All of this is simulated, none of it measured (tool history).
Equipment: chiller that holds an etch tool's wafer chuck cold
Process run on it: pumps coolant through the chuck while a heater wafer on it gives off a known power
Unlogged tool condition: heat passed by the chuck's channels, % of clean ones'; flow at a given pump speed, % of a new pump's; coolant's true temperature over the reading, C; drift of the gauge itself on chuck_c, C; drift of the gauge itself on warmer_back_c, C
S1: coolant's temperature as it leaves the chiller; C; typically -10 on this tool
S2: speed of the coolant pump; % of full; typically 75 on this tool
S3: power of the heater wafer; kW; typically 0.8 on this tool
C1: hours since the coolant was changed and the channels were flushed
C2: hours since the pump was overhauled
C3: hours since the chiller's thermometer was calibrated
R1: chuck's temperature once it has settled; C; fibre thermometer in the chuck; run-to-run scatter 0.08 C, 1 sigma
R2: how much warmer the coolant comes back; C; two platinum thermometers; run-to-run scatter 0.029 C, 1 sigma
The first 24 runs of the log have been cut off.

Run 25, hour 1063.3: usual settings but S1 -1 C, S2 76 % of full, S3 0.474 kW; C1 4638; C2 2157; C3 292. Result: R1 3.69 C, R2 1.61 C.
Run 26, hour 1113.9: usual settings but S1 -2 C, S2 62 % of full, S3 0.698 kW; C1 4689; C2 2208; C3 342. Result: R1 6.09 C, R2 3.07 C.
Run 27, hour 1178.4: usual settings but S1 -2 C, S2 99 % of full, S3 0.514 kW; C1 4754; C2 2273; C3 407. Result: R1 2 C, R2 1.35 C.
Run 28, hour 1243: usual settings but S1 -16 C, S2 94 % of full, S3 0.746 kW; C1 4818; C2 2337; C3 472. Result: R1 -9.88 C, R2 2.12 C.
Run 29, hour 1282.6: usual settings but S2 65 % of full, S3 0.473 kW; C1 4858; C2 2377; C3 511. Result: R1 -4.74 C, R2 1.99 C.
At hour 1297.7: coolant changed, channels flushed.
Run 30, hour 1351.7: usual settings but S2 87 % of full, S3 0.553 kW; C1 54; C2 2440; C3 574. Result: R1 -5.19 C, R2 1.67 C.
Run 31, hour 1404.7: usual settings but S1 -5 C, S3 1.184 kW; C1 107; C2 2493; C3 627. Result: R1 6.73 C, R2 4.27 C.
Run 32, hour 1461.9: usual settings but S2 94 % of full, S3 0.455 kW; C1 164; C2 2550; C3 685. Result: R1 -6.24 C, R2 1.25 C.

Consider 3 possible next runs. They are alternatives, not a sequence: every one starts from the tool as it was left by run 32. What does each give?
Run A, hour 1514.6: usual settings but S1 -9 C, S2 60 % of full, S3 0.56 kW; C1 217; C2 2603; C3 737. Result: R1 ?, R2 ?.
Run B, hour 1514.6: usual settings but S1 -1 C, S3 0.68 kW; C1 217; C2 2603; C3 737. Result: R1 ?, R2 ?.
Run C, hour 1514.6: usual settings but S1 -2 C, S2 94 % of full, S3 0.455 kW; C1 217; C2 2603; C3 737. Result: R1 ?, R2 ?.

run     R1    R2
  A  -2.42  2.55
  B   5.73  2.44
  C    1.8  1.26
With the hidden condition removed and each run's random variation left untouched, the same runs would have given:
run     R1    R2
  A  -2.43  2.54
  B   5.73  2.44
  C    1.8  1.26
